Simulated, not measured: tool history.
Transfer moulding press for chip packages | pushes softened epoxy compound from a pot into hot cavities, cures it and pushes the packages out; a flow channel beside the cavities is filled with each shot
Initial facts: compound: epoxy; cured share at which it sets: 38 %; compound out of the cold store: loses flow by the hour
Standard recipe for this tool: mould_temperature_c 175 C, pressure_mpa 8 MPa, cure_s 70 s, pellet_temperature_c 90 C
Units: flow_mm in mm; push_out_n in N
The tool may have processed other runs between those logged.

run   hour  mould_temperature_c  pressure_mpa  cure_s  pellet_temperature_c  incoming compound's hours out of the cold store  flow_mm  push_out_n
  1      0                  175             8      70                    90                                             43.9      682         485
  2   38.9                  175             8     103                    90                                             24.7      688         420
  3   61.9                  175             8     103                    90                                             18.7      717         415
      74.5  -- cavities cleaned with cleaning compound and waxed
  4  102.1                  175             8     103                    90                                             42.5      673         409
  5  128.4                  173             8      70                    90                                             21.7      714         548
     169.9  -- cavities cleaned with cleaning compound and waxed
       175  -- plunger's sealing rings changed
  6  179.6                  173             8      70                    90                                             24.4      704         548
  7  207.9                  173             8      70                    90                                             42.4      680         526
  8  231.5                  173             8      70                    90                                             16.6      719         557
  9  262.2                  173             8      70                    90                                             32.7      690         525
     267.3  -- cavities cleaned with cleaning compound and waxed
 10    289                  175             8      70                    85                                             30.2      696         490
 11  309.3                  175             8      70                    90                                              8.1      726         482
 12  332.3                  175             8      70                    90                                              8.6      734         490
     359.4  -- cavities cleaned with cleaning compound and waxed
 13  366.2                  175             8      70                    90                                             23.4      709         492
 14  415.2                  175             8      70                    90                                             19.1      718         503
 15  447.8                  175          9.18      71                    90                                             37.6      733         479
     453.9  -- cavities cleaned with cleaning compound and waxed
     486.8  -- plunger's sealing rings changed
 16  494.2                  175             8      51                    90                                             16.3      723        1063
 17    517                  175             8      60                    83                                             44.4      667         684
 18  542.4                  182          7.76      70                    83                                               38      659         423
     548.3  -- cavities cleaned with cleaning compound and waxed
 19  565.5                  173          9.03      70                    89                                             41.7      708         538
 20  605.2                  173          9.03      70                    89                                             36.5      727         533
 21  629.2                  173          9.03      70                    89                                             17.3      761         531
     640.4  -- cavities cleaned with cleaning compound and waxed
 22    675                  175          8.09      70                    90                                             10.5      719         496
 23  723.1                  175          8.09      70                    90                                             38.6      677         506
       732  -- cavities cleaned with cleaning compound and waxed
 24  746.2                  175          8.09      64                    86                                             32.7      694         590
 25  777.4                  175          8.09      64                    86                                             32.6      691         591
     798.4  -- plunger's sealing rings changed
     808.1  -- mould's thermocouples calibrated
 26  816.5                  175          8.09      87                    85                                             11.9      736         413
     829.2  -- cavities cleaned with cleaning compound and waxed
 27  857.2                  174          6.21      72                    84                                               10      632         519

Branching from run 27: 3 alternative next runs. What would each branch give?
  A  900.2                  171             8      93                    90                                             40.9        ?           ?
  B  900.2                  174          8.98      72                    84                                             35.5        ?           ?
  C  900.2                  172             8      96                    82                                             31.9        ?           ?

run  flow_mm  push_out_n
  A      693         419
  B      731         508
  C      709         423
The same runs, with their run-to-run variation unchanged, on a tool lacking any hidden condition would have given:
run  flow_mm  push_out_n
  A      693         414
  B      731         503
  C      709         419
